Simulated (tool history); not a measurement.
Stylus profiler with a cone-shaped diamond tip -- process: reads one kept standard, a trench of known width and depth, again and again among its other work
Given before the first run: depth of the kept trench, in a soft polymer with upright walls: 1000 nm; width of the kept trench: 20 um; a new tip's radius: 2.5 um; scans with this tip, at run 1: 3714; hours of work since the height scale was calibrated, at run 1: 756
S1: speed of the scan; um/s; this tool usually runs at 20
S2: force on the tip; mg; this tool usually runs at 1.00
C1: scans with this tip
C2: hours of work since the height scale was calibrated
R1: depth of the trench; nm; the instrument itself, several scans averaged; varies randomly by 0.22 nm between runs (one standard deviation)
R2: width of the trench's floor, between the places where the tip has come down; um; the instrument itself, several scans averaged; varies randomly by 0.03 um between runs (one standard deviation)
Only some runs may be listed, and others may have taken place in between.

{"run": 1, "hour": 0.0, "S1": 20, "S2": 1.0, "C1": 3714, "C2": 756, "R1": 1003.02, "R2": 15.47}
{"run": 2, "hour": 13.5, "S1": 20, "S2": 1.0, "C1": 3761, "C2": 766, "R1": 1002.43, "R2": 15.45}
{"run": 3, "hour": 37.4, "S1": 20, "S2": 1.0, "C1": 3844, "C2": 783, "R1": 1002.8, "R2": 15.41}
{"run": 4, "hour": 49.7, "S1": 20, "S2": 1.0, "C1": 3887, "C2": 791, "R1": 1002.51, "R2": 15.44}
{"run": 5, "hour": 67.3, "S1": 20, "S2": 1.06, "C1": 3949, "C2": 804, "R1": 1003.01, "R2": 15.44}
{"run": 6, "hour": 87.4, "S1": 20, "S2": 2.65, "C1": 4019, "C2": 818, "R1": 1006.55, "R2": 15.48}
{"run": 7, "hour": 105.2, "S1": 20, "S2": 1.0, "C1": 4081, "C2": 831, "R1": 1003.01, "R2": 15.4}
{"hour": 107.8, "done": "height scale calibrated on a step standard"}
{"run": 8, "hour": 128.2, "S1": 20, "S2": 1.0, "C1": 4160, "C2": 14, "R1": 1001.74, "R2": 15.4}
{"run": 9, "hour": 141.0, "S1": 20, "S2": 1.0, "C1": 4204, "C2": 24, "R1": 1002.03, "R2": 15.44}
{"run": 10, "hour": 153.1, "S1": 20, "S2": 1.0, "C1": 4247, "C2": 32, "R1": 1001.76, "R2": 15.38}
{"run": 11, "hour": 170.0, "S1": 20, "S2": 1.0, "C1": 4306, "C2": 44, "R1": 1001.59, "R2": 15.39}
{"hour": 172.4, "done": "height scale calibrated on a step standard, once more"}
{"run": 12, "hour": 186.4, "S1": 78, "S2": 2.29, "C1": 4361, "C2": 10, "R1": 1007.22, "R2": 15.07}
{"run": 13, "hour": 198.4, "S1": 5, "S2": 1.0, "C1": 4403, "C2": 18, "R1": 1003.8, "R2": 15.5}
{"run": 14, "hour": 216.3, "S1": 28, "S2": 0.39, "C1": 4466, "C2": 31, "R1": 1002.14, "R2": 15.16}
{"run": 15, "hour": 233.2, "S1": 34, "S2": 1.0, "C1": 4525, "C2": 43, "R1": 1003.81, "R2": 15.24}
{"run": 16, "hour": 244.5, "S1": 16, "S2": 0.96, "C1": 4564, "C2": 51, "R1": 1004.2, "R2": 15.35}
{"run": 17, "hour": 255.5, "S1": 16, "S2": 0.96, "C1": 4603, "C2": 59, "R1": 1003.79, "R2": 15.38}
{"run": 18, "hour": 274.1, "S1": 16, "S2": 0.96, "C1": 4668, "C2": 72, "R1": 1003.71, "R2": 15.35}
{"run": 19, "hour": 295.1, "S1": 16, "S2": 0.96, "C1": 4741, "C2": 87, "R1": 1003.5, "R2": 15.38}
{"run": 20, "hour": 313.9, "S1": 6, "S2": 1.49, "C1": 4807, "C2": 101, "R1": 1004.7, "R2": 15.46}
{"run": 21, "hour": 333.7, "S1": 20, "S2": 0.58, "C1": 4876, "C2": 115, "R1": 1002.51, "R2": 15.28}

Selected run-to-run steps in R1, each split into two signed amounts: the part the tool would show with no hidden state at all (from settings, incoming material and random variation), and the remainder, which goes to the hidden state together with any gauge scatter not common to the measured and the hidden-state-free results:
Hidden state present: radius of the tip, um; height scale over the true one, %; drift of the gauge itself on depth_nm, %; drift of the gauge itself on floor_um, %.
Run 5 -> 6: S2 1.06 -> 2.65. R1 +3.54 nm: hidden state -0.03, all else +3.57.
Run 7 -> 8: height scale calibrated on a step standard. R1 -1.27 nm: hidden state -0.60, all else -0.67.
Run 11 -> 12: S1 20 -> 78, S2 1.00 -> 2.29, height scale calibrated on a step standard, once more. R1 +5.63 nm: hidden state +2.11, all else +3.52.
